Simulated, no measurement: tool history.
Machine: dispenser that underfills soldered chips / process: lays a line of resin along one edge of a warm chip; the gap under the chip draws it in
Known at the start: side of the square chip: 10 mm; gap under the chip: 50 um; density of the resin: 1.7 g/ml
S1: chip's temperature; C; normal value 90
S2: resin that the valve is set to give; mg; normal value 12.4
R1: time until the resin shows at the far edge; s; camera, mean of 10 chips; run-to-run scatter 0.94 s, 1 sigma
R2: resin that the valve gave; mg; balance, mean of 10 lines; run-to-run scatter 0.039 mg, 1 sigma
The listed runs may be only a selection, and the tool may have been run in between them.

{"run": 1, "hour": 0.0, "S1": 90, "S2": 12.4, "R1": 142.5, "R2": 12.1}
{"hour": 1.8, "done": "new syringe of resin"}
{"run": 2, "hour": 13.7, "S1": 90, "S2": 12.4, "R1": 136.3, "R2": 12.05}
{"hour": 16.5, "done": "new syringe of resin"}
{"run": 3, "hour": 25.0, "S1": 90, "S2": 12.4, "R1": 125.1, "R2": 11.93}
{"hour": 31.6, "done": "new syringe of resin"}
{"hour": 36.0, "done": "dispensing valve cleaned and set on the balance"}
{"run": 4, "hour": 38.5, "S1": 90, "S2": 12.4, "R1": 111.6, "R2": 12.37}
{"hour": 48.2, "done": "new syringe of resin"}
{"run": 5, "hour": 55.6, "S1": 90, "S2": 12.4, "R1": 117.4, "R2": 12.24}
{"hour": 63.3, "done": "new syringe of resin"}
{"run": 6, "hour": 66.9, "S1": 90, "S2": 12.4, "R1": 105.3, "R2": 12.16}
{"run": 7, "hour": 76.9, "S1": 90, "S2": 12.4, "R1": 142.8, "R2": 12.06}
{"hour": 78.5, "done": "new syringe of resin"}
{"run": 8, "hour": 85.0, "S1": 84, "S2": 12.4, "R1": 139.9, "R2": 12.06}
{"hour": 93.5, "done": "new syringe of resin"}
{"run": 9, "hour": 100.1, "S1": 84, "S2": 12.4, "R1": 141.5, "R2": 12.01}
{"hour": 108.6, "done": "new syringe of resin"}
{"run": 10, "hour": 112.0, "S1": 87, "S2": 14.6, "R1": 115.3, "R2": 14.12}
{"hour": 123.0, "done": "new syringe of resin"}
{"run": 11, "hour": 123.6, "S1": 79, "S2": 13.7, "R1": 140, "R2": 13.14}
{"hour": 131.3, "done": "dispensing valve cleaned and set on the balance"}
{"hour": 139.2, "done": "new syringe of resin"}
{"run": 12, "hour": 140.0, "S1": 104, "S2": 12.6, "R1": 63.8, "R2": 12.6}
{"run": 13, "hour": 151.6, "S1": 96, "S2": 16.1, "R1": 113, "R2": 15.97}
{"hour": 154.3, "done": "new syringe of resin"}
{"run": 14, "hour": 163.7, "S1": 96, "S2": 16.1, "R1": 105.1, "R2": 15.85}
{"hour": 169.4, "done": "new syringe of resin"}
{"run": 15, "hour": 180.3, "S1": 100, "S2": 14, "R1": 97.2, "R2": 13.69}
{"hour": 184.0, "done": "new syringe of resin"}
{"run": 16, "hour": 189.2, "S1": 103, "S2": 15.7, "R1": 74.4, "R2": 15.37}
{"hour": 198.5, "done": "new syringe of resin"}
{"run": 17, "hour": 201.5, "S1": 77, "S2": 14.6, "R1": 161, "R2": 14.12}
{"run": 18, "hour": 212.3, "S1": 84, "S2": 13, "R1": 176.5, "R2": 12.58}

Each row is a separate what-if for the run after 18, all from the same tool condition, not one after another. Results?
{"hour": 213.8, "done": "new syringe of resin"}
{"run": "A", "hour": 224.2, "S1": 96, "S2": 13, "R1": "?", "R2": "?"}
{"hour": 213.8, "done": "new syringe of resin"}
{"run": "B", "hour": 224.2, "S1": 84, "S2": 14.6, "R1": "?", "R2": "?"}
{"hour": 213.8, "done": "new syringe of resin"}
{"run": "C", "hour": 224.2, "S1": 89, "S2": 11.6, "R1": "?", "R2": "?"}
{"hour": 213.8, "done": "new syringe of resin"}
{"run": "D", "hour": 224.2, "S1": 100, "S2": 12.4, "R1": "?", "R2": "?"}
{"hour": 213.8, "done": "new syringe of resin"}
{"run": "E", "hour": 224.2, "S1": 101, "S2": 12.6, "R1": "?", "R2": "?"}

run=A R1=108.1 R2=12.44
run=B R1=157.4 R2=14.01
run=C R1=138.6 R2=11.12
run=D R1=98.7 R2=11.9
run=E R1=94.3 R2=12.02
With the hidden condition removed and each run's random variation left untouched, the same runs would have given:
run=A R1=72.8 R2=12.99
run=B R1=105.9 R2=14.62
run=C R1=92.5 R2=11.6
run=D R1=66.5 R2=12.42
run=E R1=63.7 R2=12.55
